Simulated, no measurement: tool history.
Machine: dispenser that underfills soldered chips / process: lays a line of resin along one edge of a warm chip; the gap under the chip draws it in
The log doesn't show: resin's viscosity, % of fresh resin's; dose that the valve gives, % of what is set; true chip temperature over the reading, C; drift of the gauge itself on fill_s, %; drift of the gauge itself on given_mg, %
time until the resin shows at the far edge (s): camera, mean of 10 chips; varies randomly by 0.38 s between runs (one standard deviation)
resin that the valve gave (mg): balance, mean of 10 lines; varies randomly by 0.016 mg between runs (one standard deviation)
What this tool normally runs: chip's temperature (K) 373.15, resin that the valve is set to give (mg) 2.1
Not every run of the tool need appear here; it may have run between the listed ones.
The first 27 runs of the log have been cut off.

| run | hour | chip's temperature (K) | resin that the valve is set to give (mg) | hours of work since the syringe was changed | hours of work since the valve was cleaned | hours of work since the stage was calibrated | time until the resin shows at the far edge (s) | resin that the valve gave (mg) |
|---|---|---|---|---|---|---|---|---|
|  | 323.8 | new syringe of resin |
| 28 | 325.3 | 365.15 | 2.2 | 1 | 56 | 16 | 31.8 | 2.11 |
| 29 | 335.2 | 381.15 | 2.54 | 8 | 63 | 23 | 29.3 | 2.38 |
|  | 336.8 | new syringe of resin |
|  | 349.1 | new syringe of resin |
| 30 | 350.4 | 360.15 | 2.5 | 1 | 73 | 33 | 38 | 2.37 |
|  | 357.2 | dispensing valve cleaned and set on the balance |
|  | 362.9 | new syringe of resin |
| 31 | 363.4 | 359.15 | 2.4 | 0 | 4 | 42 | 36 | 2.39 |
|  | 375.3 | new syringe of resin |
| 32 | 376.7 | 380.15 | 2.26 | 1 | 14 | 51 | 19.6 | 2.21 |
| 33 | 386 | 382.15 | 1.96 | 8 | 20 | 58 | 29.4 | 1.95 |
|  | 388.7 | new syringe of resin |
| 34 | 395 | 382.15 | 1.96 | 5 | 26 | 64 | 24.2 | 1.92 |
|  | 401.4 | new syringe of resin |
| 35 | 403.7 | 367.15 | 2.1 | 2 | 32 | 70 | 30.9 | 2.04 |

What if the next run were any one of these 3? Each begins from the tool's condition after run 35:
| A | 412.1 | 371.15 | 2.36 | 8 | 38 | 76 | ? | ? |
| B | 412.1 | 386.15 | 2.06 | 8 | 38 | 76 | ? | ? |
| C | 412.1 | 370.15 | 2.11 | 8 | 38 | 76 | ? | ? |

| run | time until the resin shows at the far edge (s) | resin that the valve gave (mg) |
|---|---|---|
| A | 38.4 | 2.27 |
| B | 25.4 | 1.98 |
| C | 41.5 | 2.02 |
With the hidden condition removed and each run's random variation left untouched, the same runs would have given:
| run | time until the resin shows at the far edge (s) | resin that the valve gave (mg) |
|---|---|---|
| A | 23.4 | 2.36 |
| B | 15.5 | 2.06 |
| C | 25.5 | 2.09 |

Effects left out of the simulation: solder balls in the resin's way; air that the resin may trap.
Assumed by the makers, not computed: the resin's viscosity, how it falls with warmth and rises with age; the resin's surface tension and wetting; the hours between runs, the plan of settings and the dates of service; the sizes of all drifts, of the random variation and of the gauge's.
